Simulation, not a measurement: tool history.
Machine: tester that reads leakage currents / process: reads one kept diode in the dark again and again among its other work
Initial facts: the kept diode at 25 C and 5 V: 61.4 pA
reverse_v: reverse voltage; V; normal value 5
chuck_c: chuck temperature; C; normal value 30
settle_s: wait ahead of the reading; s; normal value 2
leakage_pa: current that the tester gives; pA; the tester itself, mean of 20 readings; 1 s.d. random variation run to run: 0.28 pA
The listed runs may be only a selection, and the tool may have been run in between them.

run	hour	reverse_v	chuck_c	settle_s	leakage_pa
1	0	5	30	2	84.39
2	85.8	5	30	2	84.24
3	199.3	5	30	2	83.75
4	332.6	8.9	30	2	114.36
5	399.8	8.9	30	2	114.93
6	503.6	5	30	2	82.05
7	567.8	5	30	2	82.23
8	656.3	5	30	2	81.74
9	754.6	5	30	2	81.07
10	860.1	5	30	0.36	81.55
11	934.6	5	22	2	44.31
12	999.7	5.32	30	2	99.01
13	1139.2	5.32	30	2	94.96
14	1262	5.32	30	2	94.09
15	1342.7	5.32	28	2	80.38
16	1464.2	5	26	2	66.34
17	1606	5	26	2	65.97
18	1751.9	5	26	2	65.45
19	1867.4	5	30	0.5	88.65
20	2003.7	5	30	0.5	87.91
21	2136.8	14.36	30	0.5	158.41
22	2256.2	2.07	30	0.5	53.4
23	2399.8	2.07	30	0.5	52.95
24	2487.8	5	52	2	405.25
25	2595.2	5	45	2	250.84
26	2672.4	5	45	2	248.88
27	2822.9	5	45	2	243.67
28	2921.7	5	48	1.38	297.77
29	3047.3	6.17	30	5.17	88.95
30	3170.4	7.53	30	2	96.6
31	3286.7	7.53	30	2	114.4
32	3398.2	2.04	44	2.36	153.26
33	3528.3	2.04	44	2.36	152.85
34	3655.4	2.04	34	2.36	73.56
35	3752	5.75	48	7.7	348.96
36	3883.9	5.75	30	7.7	95.79
37	4021.1	5	30	0.67	87.88
38	4101	4.92	21	1.35	43.83
39	4189	4.92	21	1.35	44.19
40	4269.6	5	28	0.82	74.68
41	4338.6	5	28	0.82	74.44

Not shown here: 5 entries made in the log between runs. Locate each between two listed runs and compare the hidden state at the listed run before it with the hidden state at the listed run after it:
Run 11 -> run 12: chuck's temperature calibrated (hour 953)
  stray current of the dirty probe card, pA a volt: 0.711 -> 0.738; current scale over the true one, %: 1.15 -> 1.16; true chuck temperature over the reading, C: -2.29 -> 0.08
  what was measured, less what the result would be without the hidden state, leakage_pa: -4.29 -> +5.51 pA
Run 12 -> run 13: probe card cleaned and baked (hour 1087.1)
  stray current of the dirty probe card, pA a volt: 0.738 -> 0.048; current scale over the true one, %: 1.16 -> 1.2; true chuck temperature over the reading, C: 0.08 -> -0.05
  what was measured, less what the result would be without the hidden state, leakage_pa: +5.51 -> +0.88 pA
Run 26 -> run 27: probe card cleaned and baked (hour 2780.3)
  stray current of the dirty probe card, pA a volt: 0.732 -> 0.043; current scale over the true one, %: 1.52 -> 1.56; true chuck temperature over the reading, C: -1.66 -> -1.81
  what was measured, less what the result would be without the hidden state, leakage_pa: -22.38 -> -28.45 pA
Run 29 -> run 30: tester calibrated (hour 3167.6)
  stray current of the dirty probe card, pA a volt: 0.136 -> 0.188; current scale over the true one, %: 1.61 -> -0.02; true chuck temperature over the reading, C: -2.04 -> -2.18
  what was measured, less what the result would be without the hidden state, leakage_pa: -12.67 -> -16.18 pA
Run 30 -> run 31: chuck's temperature calibrated (hour 3206.8)
  stray current of the dirty probe card, pA a volt: 0.188 -> 0.234; current scale over the true one, %: -0.02 -> 0.01; true chuck temperature over the reading, C: -2.18 -> -0.1
  what was measured, less what the result would be without the hidden state, leakage_pa: -16.18 -> +0.73 pA
